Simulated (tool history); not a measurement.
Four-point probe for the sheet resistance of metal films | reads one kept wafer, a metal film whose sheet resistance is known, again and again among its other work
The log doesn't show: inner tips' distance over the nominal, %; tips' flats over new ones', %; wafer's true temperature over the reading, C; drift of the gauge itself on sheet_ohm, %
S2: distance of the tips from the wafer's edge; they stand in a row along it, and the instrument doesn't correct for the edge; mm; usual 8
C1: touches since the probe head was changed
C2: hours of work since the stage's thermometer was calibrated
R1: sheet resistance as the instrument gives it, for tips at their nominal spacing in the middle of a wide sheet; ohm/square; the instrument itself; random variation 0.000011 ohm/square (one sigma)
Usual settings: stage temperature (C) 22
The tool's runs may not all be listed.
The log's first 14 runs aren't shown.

{"run": 15, "day": 12.729, "stage temperature (C)": 22, "S2": 23, "C1": 5787, "C2": 1456, "R1": 0.054195}
{"run": 16, "day": 13.562, "stage temperature (C)": 22, "S2": 23, "C1": 6035, "C2": 1466, "R1": 0.054202}
{"run": 17, "day": 14.662, "stage temperature (C)": 22, "S2": 23, "C1": 6363, "C2": 1480, "R1": 0.05421}
{"run": 18, "day": 15.804, "stage temperature (C)": 22, "S2": 8, "C1": 6702, "C2": 1494, "R1": 0.054324}
{"run": 19, "day": 16.846, "stage temperature (C)": 22, "S2": 8, "C1": 7012, "C2": 1506, "R1": 0.054302}
{"run": 20, "day": 17.471, "stage temperature (C)": 22, "S2": 8, "C1": 7198, "C2": 1514, "R1": 0.054306}
{"run": 21, "day": 18.221, "stage temperature (C)": 21, "S2": 75, "C1": 7420, "C2": 1523, "R1": 0.054214}
{"run": 22, "day": 19.275, "stage temperature (C)": 28, "S2": 42, "C1": 7734, "C2": 1536, "R1": 0.05402}
{"run": 23, "day": 20.5, "stage temperature (C)": 21, "S2": 29, "C1": 8099, "C2": 1550, "R1": 0.054231}

Run 24 comes next. What will it give?
{"run": 24, "day": 21.629, "stage temperature (C)": 21, "S2": 29, "C1": 8435, "C2": 1564, "R1": "?"}

{"run 24": {"R1": 0.054235}}
Without the tool's hidden state the same run would have given R1 0.054171 ohm/square.

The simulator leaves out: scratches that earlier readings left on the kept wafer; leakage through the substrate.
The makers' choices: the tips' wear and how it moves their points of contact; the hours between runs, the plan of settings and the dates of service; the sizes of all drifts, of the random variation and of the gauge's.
